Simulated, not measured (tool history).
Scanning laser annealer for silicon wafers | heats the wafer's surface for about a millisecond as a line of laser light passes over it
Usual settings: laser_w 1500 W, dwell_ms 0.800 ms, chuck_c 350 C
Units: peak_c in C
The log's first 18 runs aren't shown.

run,hour,laser_w,dwell_ms,chuck_c,hours of work since the window was cleaned,hours of work since the power meter was calibrated,hours of work since the optics were aligned,peak_c
19,153.1,1464,0.606,317,476,104,1253,984
20,158.7,1492,0.606,373,480,108,1256,1054
21,167.8,1413,0.943,332,485,114,1262,1110
22,173.1,1429,0.943,332,489,117,1266,1123
# hour 180.5: optics aligned, line set to its width
23,188.5,1553,0.943,368,495,124,5,1245
24,194.0,1500,0.800,362,499,127,8,1141
25,200.0,1325,0.827,336,503,131,12,1012
26,208.7,1325,0.827,336,508,136,18,1010
27,219.2,1325,0.751,336,515,143,24,983
28,229.2,1537,0.700,328,521,149,31,1086
29,236.6,1634,0.620,328,526,154,35,1103
30,243.0,1280,0.605,368,530,158,39,926
31,253.5,1534,0.595,348,536,164,46,1050
32,262.2,1505,0.914,368,542,170,51,1200
33,271.5,1361,0.886,381,547,176,57,1101

4 ways to go on from here, each from the tool as it stands after run 33. What would each give?
A,283.1,1628,0.886,381,555,183,64,?
B,283.1,1361,0.715,381,555,183,64,?
C,283.1,1388,0.815,339,555,183,64,?
D,283.1,1474,0.886,324,555,183,64,?

run,peak_c
A,1286
B,1033
C,1054
D,1124
Without the tool's hidden state the same runs would have given:
run,peak_c
A,1286
B,1034
C,1054
D,1124
